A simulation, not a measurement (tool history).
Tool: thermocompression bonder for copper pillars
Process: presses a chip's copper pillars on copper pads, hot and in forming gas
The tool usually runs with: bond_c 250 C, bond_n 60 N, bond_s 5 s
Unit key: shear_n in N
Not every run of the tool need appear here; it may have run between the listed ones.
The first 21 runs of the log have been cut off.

run   hour  bond_c  bond_n  bond_s  shear_n
 22  160.1     250      61       5     79.8
 23  165.2     232      48       5     55.8
 24  173.6     232      48      13     76.6
 25  180.1     232      48      13     75.9
 26  190.2     232      48      13       76
 27  196.3     277      60       8    104.6
 28  201.5     280      60       4     91.8
 29  207.8     250      55       6     78.4
 30  219.8     250      76       3       80
 31  228.2     250      76       3     79.3
 32  239.6     250      65       3     70.8
 33  248.3     250      65       3     70.6
 34  260.2     251      65       7     89.7
 35  270.3     251      65       7     88.9

Run 36, settings as shown, results not yet in. Your forecast:
 36  278.9     243      46      13        ?

shear_n: 79.5 N
Take away the tool's hidden state, keep the run-to-run variation as it was, and the same run would have given shear_n 78.8 N.
